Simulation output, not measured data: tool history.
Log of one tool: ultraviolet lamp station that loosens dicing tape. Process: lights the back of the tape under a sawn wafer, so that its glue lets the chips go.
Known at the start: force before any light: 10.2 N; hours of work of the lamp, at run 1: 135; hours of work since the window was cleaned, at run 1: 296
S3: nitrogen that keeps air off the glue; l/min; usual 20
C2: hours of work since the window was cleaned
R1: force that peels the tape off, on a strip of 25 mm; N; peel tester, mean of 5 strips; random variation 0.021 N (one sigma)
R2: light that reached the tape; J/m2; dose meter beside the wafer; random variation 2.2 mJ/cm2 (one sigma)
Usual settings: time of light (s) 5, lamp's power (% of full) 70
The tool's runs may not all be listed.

run 1 hour=0.0 | time_of_light_(s)=5 lamp's_power_(%_of_full)=70 S3=20 | hours_of_work_of_the_lamp=135 C2=296 | R1=1.259 R2=1590
run 2 hour=5.4 | time_of_light_(s)=5 lamp's_power_(%_of_full)=72 S3=20 | hours_of_work_of_the_lamp=138 C2=299 | R1=1.228 R2=1650
run 3 hour=16.9 | time_of_light_(s)=5 lamp's_power_(%_of_full)=72 S3=20 | hours_of_work_of_the_lamp=144 C2=305 | R1=1.281 R2=1650
run 4 hour=25.0 | time_of_light_(s)=5 lamp's_power_(%_of_full)=72 S3=20 | hours_of_work_of_the_lamp=148 C2=309 | R1=1.280 R2=1630
run 5 hour=30.8 | time_of_light_(s)=6 lamp's_power_(%_of_full)=70 S3=20 | hours_of_work_of_the_lamp=151 C2=312 | R1=0.950 R2=1910
run 6 hour=42.0 | time_of_light_(s)=6 lamp's_power_(%_of_full)=70 S3=20 | hours_of_work_of_the_lamp=157 C2=317 | R1=0.965 R2=1870
run 7 hour=50.0 | time_of_light_(s)=6 lamp's_power_(%_of_full)=70 S3=14 | hours_of_work_of_the_lamp=161 C2=321 | R1=1.205 R2=1900
run 8 hour=61.9 | time_of_light_(s)=6 lamp's_power_(%_of_full)=70 S3=14 | hours_of_work_of_the_lamp=167 C2=327 | R1=1.268 R2=1940
run 9 hour=68.1 | time_of_light_(s)=5 lamp's_power_(%_of_full)=70 S3=20 | hours_of_work_of_the_lamp=170 C2=331 | R1=1.313 R2=1580
run 10 hour=74.0 | time_of_light_(s)=5 lamp's_power_(%_of_full)=70 S3=20 | hours_of_work_of_the_lamp=173 C2=334 | R1=1.369 R2=1580
run 11 hour=79.1 | time_of_light_(s)=5 lamp's_power_(%_of_full)=70 S3=20 | hours_of_work_of_the_lamp=175 C2=336 | R1=1.347 R2=1570
run 12 hour=87.7 | time_of_light_(s)=5 lamp's_power_(%_of_full)=70 S3=20 | hours_of_work_of_the_lamp=180 C2=341 | R1=1.354 R2=1570
run 13 hour=98.3 | time_of_light_(s)=5 lamp's_power_(%_of_full)=70 S3=20 | hours_of_work_of_the_lamp=185 C2=346 | R1=1.358 R2=1570
-- hour=106.3 window cleaned of glue's vapour
run 14 hour=108.6 | time_of_light_(s)=5 lamp's_power_(%_of_full)=70 S3=20 | hours_of_work_of_the_lamp=190 C2=1 | R1=1.444 R2=1570
run 15 hour=119.9 | time_of_light_(s)=5 lamp's_power_(%_of_full)=70 S3=8 | hours_of_work_of_the_lamp=196 C2=7 | R1=2.542 R2=1520
run 16 hour=131.8 | time_of_light_(s)=5 lamp's_power_(%_of_full)=70 S3=9 | hours_of_work_of_the_lamp=202 C2=13 | R1=2.368 R2=1540
run 17 hour=140.5 | time_of_light_(s)=5 lamp's_power_(%_of_full)=70 S3=9 | hours_of_work_of_the_lamp=206 C2=17 | R1=2.431 R2=1520
run 18 hour=153.0 | time_of_light_(s)=5 lamp's_power_(%_of_full)=70 S3=12 | hours_of_work_of_the_lamp=213 C2=24 | R1=2.018 R2=1520
-- hour=157.6 window cleaned of glue's vapour, once more
run 19 hour=162.9 | time_of_light_(s)=5 lamp's_power_(%_of_full)=70 S3=33 | hours_of_work_of_the_lamp=218 C2=3 | R1=0.824 R2=1760
run 20 hour=168.5 | time_of_light_(s)=5 lamp's_power_(%_of_full)=70 S3=33 | hours_of_work_of_the_lamp=220 C2=6 | R1=0.819 R2=1710
run 21 hour=180.8 | time_of_light_(s)=5 lamp's_power_(%_of_full)=70 S3=17 | hours_of_work_of_the_lamp=227 C2=12 | R1=1.324 R2=1740
run 22 hour=185.8 | time_of_light_(s)=5 lamp's_power_(%_of_full)=70 S3=20 | hours_of_work_of_the_lamp=229 C2=14 | R1=1.141 R2=1770
run 23 hour=193.3 | time_of_light_(s)=5 lamp's_power_(%_of_full)=70 S3=25 | hours_of_work_of_the_lamp=233 C2=18 | R1=1.012 R2=1750
run 24 hour=205.4 | time_of_light_(s)=5 lamp's_power_(%_of_full)=70 S3=25 | hours_of_work_of_the_lamp=239 C2=24 | R1=1.000 R2=1730
run 25 hour=217.3 | time_of_light_(s)=5 lamp's_power_(%_of_full)=77 S3=24 | hours_of_work_of_the_lamp=245 C2=30 | R1=0.859 R2=1850
run 26 hour=225.3 | time_of_light_(s)=9 lamp's_power_(%_of_full)=78 S3=36 | hours_of_work_of_the_lamp=249 C2=34 | R1=0.281 R2=3470
run 27 hour=236.3 | time_of_light_(s)=9 lamp's_power_(%_of_full)=82 S3=36 | hours_of_work_of_the_lamp=255 C2=40 | R1=0.274 R2=3650
run 28 hour=242.7 | time_of_light_(s)=2 lamp's_power_(%_of_full)=70 S3=23 | hours_of_work_of_the_lamp=258 C2=43 | R1=3.932 R2=690
run 29 hour=253.5 | time_of_light_(s)=4 lamp's_power_(%_of_full)=70 S3=29 | hours_of_work_of_the_lamp=264 C2=49 | R1=1.403 R2=1390
run 30 hour=265.9 | time_of_light_(s)=4 lamp's_power_(%_of_full)=64 S3=29 | hours_of_work_of_the_lamp=270 C2=55 | R1=1.632 R2=1200
run 31 hour=274.9 | time_of_light_(s)=3 lamp's_power_(%_of_full)=70 S3=7 | hours_of_work_of_the_lamp=274 C2=60 | R1=4.217 R2=990
run 32 hour=281.4 | time_of_light_(s)=3 lamp's_power_(%_of_full)=70 S3=7 | hours_of_work_of_the_lamp=278 C2=63 | R1=4.269 R2=1040
run 33 hour=293.3 | time_of_light_(s)=7 lamp's_power_(%_of_full)=77 S3=20 | hours_of_work_of_the_lamp=284 C2=69 | R1=0.514 R2=2600
run 34 hour=299.9 | time_of_light_(s)=6 lamp's_power_(%_of_full)=81 S3=8 | hours_of_work_of_the_lamp=287 C2=72 | R1=1.288 R2=2340
run 35 hour=309.1 | time_of_light_(s)=6 lamp's_power_(%_of_full)=81 S3=8 | hours_of_work_of_the_lamp=292 C2=77 | R1=1.282 R2=2350
run 36 hour=318.7 | time_of_light_(s)=2 lamp's_power_(%_of_full)=97 S3=35 | hours_of_work_of_the_lamp=297 C2=82 | R1=2.350 R2=910
run 37 hour=327.2 | time_of_light_(s)=5 lamp's_power_(%_of_full)=73 S3=8 | hours_of_work_of_the_lamp=301 C2=86 | R1=2.085 R2=1760
run 38 hour=334.0 | time_of_light_(s)=9 lamp's_power_(%_of_full)=95 S3=27 | hours_of_work_of_the_lamp=305 C2=90 | R1=0.252 R2=4040
run 39 hour=343.2 | time_of_light_(s)=9 lamp's_power_(%_of_full)=77 S3=22 | hours_of_work_of_the_lamp=309 C2=94 | R1=0.335 R2=3300
run 40 hour=355.4 | time_of_light_(s)=2 lamp's_power_(%_of_full)=66 S3=20 | hours_of_work_of_the_lamp=315 C2=101 | R1=4.488 R2=630
run 41 hour=367.2 | time_of_light_(s)=4 lamp's_power_(%_of_full)=62 S3=9 | hours_of_work_of_the_lamp=321 C2=107 | R1=3.184 R2=1170
run 42 hour=378.1 | time_of_light_(s)=4 lamp's_power_(%_of_full)=62 S3=9 | hours_of_work_of_the_lamp=327 C2=112 | R1=3.163 R2=1180
run 43 hour=384.4 | time_of_light_(s)=5 lamp's_power_(%_of_full)=60 S3=10 | hours_of_work_of_the_lamp=330 C2=115 | R1=2.443 R2=1390

4 ways to go on from here, each from the tool as it stands after run 43. What would each give?
run A hour=396.1 | time_of_light_(s)=4 lamp's_power_(%_of_full)=74 S3=10 | hours_of_work_of_the_lamp=336 C2=121 | R1=? R2=?
run B hour=396.1 | time_of_light_(s)=2 lamp's_power_(%_of_full)=86 S3=10 | hours_of_work_of_the_lamp=336 C2=121 | R1=? R2=?
run C hour=396.1 | time_of_light_(s)=3 lamp's_power_(%_of_full)=70 S3=7 | hours_of_work_of_the_lamp=336 C2=121 | R1=? R2=?
run D hour=396.1 | time_of_light_(s)=5 lamp's_power_(%_of_full)=76 S3=10 | hours_of_work_of_the_lamp=336 C2=121 | R1=? R2=?

run=A R1=2.554 R2=1400
run=B R1=4.454 R2=790
run=C R1=4.260 R2=990
run=D R1=1.723 R2=1750
Without the tool's hidden state the same runs would have given:
run=A R1=2.198 R2=1560
run=B R1=4.064 R2=880
run=C R1=3.869 R2=1100
run=D R1=1.437 R2=1950
